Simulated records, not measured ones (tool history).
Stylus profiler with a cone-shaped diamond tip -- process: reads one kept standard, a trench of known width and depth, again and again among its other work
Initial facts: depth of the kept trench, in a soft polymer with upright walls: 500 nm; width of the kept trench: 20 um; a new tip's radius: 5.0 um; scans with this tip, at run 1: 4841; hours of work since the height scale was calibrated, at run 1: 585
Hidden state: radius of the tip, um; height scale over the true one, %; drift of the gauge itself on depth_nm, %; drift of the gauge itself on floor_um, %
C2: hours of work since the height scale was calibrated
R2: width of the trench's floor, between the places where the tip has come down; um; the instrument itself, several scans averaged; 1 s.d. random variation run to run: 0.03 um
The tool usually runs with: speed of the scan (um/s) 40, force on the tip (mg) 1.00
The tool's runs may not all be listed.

run 1 hour=0.0 | speed_of_the_scan_(um/s)=40 force_on_the_tip_(mg)=1.00 | scans_with_this_tip=4841 C2=585 | depth_of_the_trench_(Å)=5036.8 R2=15.12
run 2 hour=20.6 | speed_of_the_scan_(um/s)=40 force_on_the_tip_(mg)=1.00 | scans_with_this_tip=4949 C2=598 | depth_of_the_trench_(Å)=5037.6 R2=15.10
run 3 hour=38.7 | speed_of_the_scan_(um/s)=40 force_on_the_tip_(mg)=1.00 | scans_with_this_tip=5044 C2=609 | depth_of_the_trench_(Å)=5039.9 R2=15.09
run 4 hour=52.2 | speed_of_the_scan_(um/s)=40 force_on_the_tip_(mg)=1.00 | scans_with_this_tip=5115 C2=618 | depth_of_the_trench_(Å)=5039.8 R2=15.08
run 5 hour=63.0 | speed_of_the_scan_(um/s)=40 force_on_the_tip_(mg)=1.00 | scans_with_this_tip=5172 C2=625 | depth_of_the_trench_(Å)=5035.1 R2=15.13
run 6 hour=76.8 | speed_of_the_scan_(um/s)=40 force_on_the_tip_(mg)=1.00 | scans_with_this_tip=5244 C2=633 | depth_of_the_trench_(Å)=5038.8 R2=15.11
run 7 hour=92.2 | speed_of_the_scan_(um/s)=40 force_on_the_tip_(mg)=1.00 | scans_with_this_tip=5325 C2=643 | depth_of_the_trench_(Å)=5032.2 R2=15.08
run 8 hour=106.1 | speed_of_the_scan_(um/s)=40 force_on_the_tip_(mg)=1.00 | scans_with_this_tip=5398 C2=652 | depth_of_the_trench_(Å)=5036.3 R2=15.10
run 9 hour=124.3 | speed_of_the_scan_(um/s)=40 force_on_the_tip_(mg)=1.00 | scans_with_this_tip=5494 C2=663 | depth_of_the_trench_(Å)=5037.0 R2=15.06
run 10 hour=147.2 | speed_of_the_scan_(um/s)=40 force_on_the_tip_(mg)=1.00 | scans_with_this_tip=5614 C2=678 | depth_of_the_trench_(Å)=5037.8 R2=15.11
run 11 hour=169.1 | speed_of_the_scan_(um/s)=40 force_on_the_tip_(mg)=1.00 | scans_with_this_tip=5729 C2=692 | depth_of_the_trench_(Å)=5039.7 R2=15.07
run 12 hour=182.0 | speed_of_the_scan_(um/s)=40 force_on_the_tip_(mg)=0.53 | scans_with_this_tip=5797 C2=700 | depth_of_the_trench_(Å)=5029.2 R2=14.99
run 13 hour=199.4 | speed_of_the_scan_(um/s)=40 force_on_the_tip_(mg)=0.53 | scans_with_this_tip=5888 C2=711 | depth_of_the_trench_(Å)=5028.8 R2=15.00
run 14 hour=208.8 | speed_of_the_scan_(um/s)=40 force_on_the_tip_(mg)=0.53 | scans_with_this_tip=5937 C2=717 | depth_of_the_trench_(Å)=5029.4 R2=14.98
run 15 hour=222.2 | speed_of_the_scan_(um/s)=57 force_on_the_tip_(mg)=0.93 | scans_with_this_tip=6007 C2=725 | depth_of_the_trench_(Å)=5037.3 R2=14.94
run 16 hour=238.0 | speed_of_the_scan_(um/s)=22 force_on_the_tip_(mg)=0.83 | scans_with_this_tip=6090 C2=735 | depth_of_the_trench_(Å)=5036.8 R2=15.05
run 17 hour=255.0 | speed_of_the_scan_(um/s)=22 force_on_the_tip_(mg)=0.83 | scans_with_this_tip=6180 C2=746 | depth_of_the_trench_(Å)=5036.1 R2=15.10
run 18 hour=269.7 | speed_of_the_scan_(um/s)=22 force_on_the_tip_(mg)=0.83 | scans_with_this_tip=6257 C2=756 | depth_of_the_trench_(Å)=5035.9 R2=15.09
run 19 hour=285.4 | speed_of_the_scan_(um/s)=43 force_on_the_tip_(mg)=0.35 | scans_with_this_tip=6339 C2=766 | depth_of_the_trench_(Å)=5026.7 R2=14.92
-- hour=287.0 height scale calibrated on a step standard
run 20 hour=296.6 | speed_of_the_scan_(um/s)=43 force_on_the_tip_(mg)=0.35 | scans_with_this_tip=6395 C2=6 | depth_of_the_trench_(Å)=5035.3 R2=14.86
run 21 hour=318.9 | speed_of_the_scan_(um/s)=114 force_on_the_tip_(mg)=0.65 | scans_with_this_tip=6512 C2=20 | depth_of_the_trench_(Å)=5040.3 R2=14.61
run 22 hour=331.7 | speed_of_the_scan_(um/s)=53 force_on_the_tip_(mg)=0.61 | scans_with_this_tip=6579 C2=28 | depth_of_the_trench_(Å)=5040.6 R2=14.89
-- hour=338.9 height scale calibrated on a step standard, once more
run 23 hour=349.6 | speed_of_the_scan_(um/s)=11 force_on_the_tip_(mg)=0.52 | scans_with_this_tip=6671 C2=7 | depth_of_the_trench_(Å)=5016.8 R2=15.05
run 24 hour=367.1 | speed_of_the_scan_(um/s)=69 force_on_the_tip_(mg)=1.00 | scans_with_this_tip=6763 C2=18 | depth_of_the_trench_(Å)=5024.2 R2=14.83
run 25 hour=381.0 | speed_of_the_scan_(um/s)=87 force_on_the_tip_(mg)=2.13 | scans_with_this_tip=6836 C2=27 | depth_of_the_trench_(Å)=5045.3 R2=14.88
run 26 hour=394.7 | speed_of_the_scan_(um/s)=87 force_on_the_tip_(mg)=0.42 | scans_with_this_tip=6907 C2=35 | depth_of_the_trench_(Å)=5016.4 R2=14.57
run 27 hour=405.0 | speed_of_the_scan_(um/s)=61 force_on_the_tip_(mg)=1.31 | scans_with_this_tip=6961 C2=42 | depth_of_the_trench_(Å)=5029.9 R2=14.95
run 28 hour=422.8 | speed_of_the_scan_(um/s)=71 force_on_the_tip_(mg)=1.33 | scans_with_this_tip=7055 C2=53 | depth_of_the_trench_(Å)=5035.2 R2=14.83

Branching from run 28: 3 alternative next runs. What would each branch give?
run A hour=438.4 | speed_of_the_scan_(um/s)=69 force_on_the_tip_(mg)=1.35 | scans_with_this_tip=7137 C2=63 | depth_of_the_trench_(Å)=? R2=?
run B hour=438.4 | speed_of_the_scan_(um/s)=149 force_on_the_tip_(mg)=0.76 | scans_with_this_tip=7137 C2=63 | depth_of_the_trench_(Å)=? R2=?
run C hour=438.4 | speed_of_the_scan_(um/s)=13 force_on_the_tip_(mg)=0.48 | scans_with_this_tip=7137 C2=63 | depth_of_the_trench_(Å)=? R2=?

run=A depth_of_the_trench_(Å)=5033.3 R2=14.88
run=B depth_of_the_trench_(Å)=5022.0 R2=14.48
run=C depth_of_the_trench_(Å)=5018.0 R2=14.98
Without the tool's unlogged condition, the same runs would have read:
run=A depth_of_the_trench_(Å)=5031.7 R2=15.45
run=B depth_of_the_trench_(Å)=5020.5 R2=15.04
run=C depth_of_the_trench_(Å)=5016.5 R2=15.55

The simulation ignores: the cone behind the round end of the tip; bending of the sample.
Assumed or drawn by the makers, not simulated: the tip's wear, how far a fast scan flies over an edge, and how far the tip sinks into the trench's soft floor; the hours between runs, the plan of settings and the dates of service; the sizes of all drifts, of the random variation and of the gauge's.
